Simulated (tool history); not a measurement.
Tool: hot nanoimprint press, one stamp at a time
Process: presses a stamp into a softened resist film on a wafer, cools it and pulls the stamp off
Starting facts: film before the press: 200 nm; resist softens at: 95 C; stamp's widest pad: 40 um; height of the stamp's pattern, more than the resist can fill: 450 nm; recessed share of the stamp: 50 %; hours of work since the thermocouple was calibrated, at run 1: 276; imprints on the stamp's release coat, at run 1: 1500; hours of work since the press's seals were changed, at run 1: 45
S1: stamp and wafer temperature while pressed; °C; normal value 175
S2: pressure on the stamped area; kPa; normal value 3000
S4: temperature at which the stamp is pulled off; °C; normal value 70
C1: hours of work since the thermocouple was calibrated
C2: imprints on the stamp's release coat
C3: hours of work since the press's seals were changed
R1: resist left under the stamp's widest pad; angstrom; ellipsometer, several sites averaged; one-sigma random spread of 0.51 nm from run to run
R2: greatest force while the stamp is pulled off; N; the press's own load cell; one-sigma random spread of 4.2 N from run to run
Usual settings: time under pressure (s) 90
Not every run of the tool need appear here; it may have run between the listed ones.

{"run": 1, "day": 0.0, "S1": 175, "S2": 3000, "time under pressure (s)": 90, "S4": 70, "C1": 276, "C2": 1500, "C3": 45, "R1": 692, "R2": 267}
{"day": 3.358, "done": "stamp cleaned and given a new release coat"}
{"run": 2, "day": 3.996, "S1": 175, "S2": 3000, "time under pressure (s)": 90, "S4": 70, "C1": 322, "C2": 54, "C3": 91, "R1": 680, "R2": 208}
{"run": 3, "day": 6.158, "S1": 175, "S2": 3000, "time under pressure (s)": 153, "S4": 70, "C1": 348, "C2": 239, "C3": 117, "R1": 565, "R2": 215}
{"run": 4, "day": 8.296, "S1": 175, "S2": 3000, "time under pressure (s)": 153, "S4": 70, "C1": 374, "C2": 422, "C3": 143, "R1": 564, "R2": 220}
{"day": 8.762, "done": "plate thermocouple calibrated"}
{"run": 5, "day": 12.279, "S1": 175, "S2": 3000, "time under pressure (s)": 153, "S4": 70, "C1": 43, "C2": 751, "C3": 190, "R1": 596, "R2": 241}
{"run": 6, "day": 16.238, "S1": 181, "S2": 3000, "time under pressure (s)": 90, "S4": 70, "C1": 91, "C2": 1089, "C3": 238, "R1": 575, "R2": 252}
{"run": 7, "day": 19.267, "S1": 181, "S2": 3000, "time under pressure (s)": 90, "S4": 70, "C1": 128, "C2": 1348, "C3": 275, "R1": 569, "R2": 258}
{"run": 8, "day": 21.262, "S1": 181, "S2": 3000, "time under pressure (s)": 90, "S4": 70, "C1": 152, "C2": 1518, "C3": 299, "R1": 574, "R2": 275}
{"run": 9, "day": 23.867, "S1": 181, "S2": 3000, "time under pressure (s)": 90, "S4": 70, "C1": 184, "C2": 1741, "C3": 331, "R1": 567, "R2": 293}
{"day": 24.475, "done": "stamp cleaned and given a new release coat"}
{"run": 10, "day": 27.892, "S1": 181, "S2": 3000, "time under pressure (s)": 90, "S4": 70, "C1": 230, "C2": 292, "C3": 377, "R1": 564, "R2": 218}
{"run": 11, "day": 30.088, "S1": 175, "S2": 4610, "time under pressure (s)": 90, "S4": 70, "C1": 256, "C2": 480, "C3": 403, "R1": 531, "R2": 224}
{"run": 12, "day": 32.112, "S1": 175, "S2": 3000, "time under pressure (s)": 90, "S4": 70, "C1": 281, "C2": 653, "C3": 428, "R1": 685, "R2": 230}
{"run": 13, "day": 35.85, "S1": 175, "S2": 3000, "time under pressure (s)": 90, "S4": 70, "C1": 326, "C2": 972, "C3": 473, "R1": 679, "R2": 245}
{"run": 14, "day": 39.283, "S1": 175, "S2": 2890, "time under pressure (s)": 90, "S4": 70, "C1": 368, "C2": 1265, "C3": 515, "R1": 692, "R2": 262}
{"day": 40.121, "done": "plate thermocouple calibrated"}
{"run": 15, "day": 42.275, "S1": 175, "S2": 3000, "time under pressure (s)": 90, "S4": 70, "C1": 26, "C2": 1510, "C3": 550, "R1": 713, "R2": 272}
{"run": 16, "day": 44.329, "S1": 175, "S2": 3000, "time under pressure (s)": 87, "S4": 70, "C1": 51, "C2": 1685, "C3": 575, "R1": 721, "R2": 285}
{"day": 45.646, "done": "stamp cleaned and given a new release coat"}
{"run": 17, "day": 48.038, "S1": 175, "S2": 3000, "time under pressure (s)": 87, "S4": 70, "C1": 93, "C2": 204, "C3": 617, "R1": 720, "R2": 215}
{"run": 18, "day": 52.283, "S1": 187, "S2": 3940, "time under pressure (s)": 87, "S4": 59, "C1": 145, "C2": 566, "C3": 669, "R1": 405, "R2": 247}
{"run": 19, "day": 54.842, "S1": 174, "S2": 3750, "time under pressure (s)": 80, "S4": 56, "C1": 176, "C2": 785, "C3": 700, "R1": 672, "R2": 254}
{"run": 20, "day": 58.858, "S1": 174, "S2": 3750, "time under pressure (s)": 80, "S4": 56, "C1": 225, "C2": 1128, "C3": 748, "R1": 657, "R2": 267}

What does the tool deliver on the next run?
{"run": 21, "day": 61.917, "S1": 176, "S2": 3000, "time under pressure (s)": 95, "S4": 70, "C1": 262, "C2": 1389, "C3": 786, "R1": "?", "R2": "?"}

R1: 659 angstrom
R2: 263 N
On a tool with no hidden condition, and with the same random variation, this run would have come out at R1 677 angstrom, R2 200 N.

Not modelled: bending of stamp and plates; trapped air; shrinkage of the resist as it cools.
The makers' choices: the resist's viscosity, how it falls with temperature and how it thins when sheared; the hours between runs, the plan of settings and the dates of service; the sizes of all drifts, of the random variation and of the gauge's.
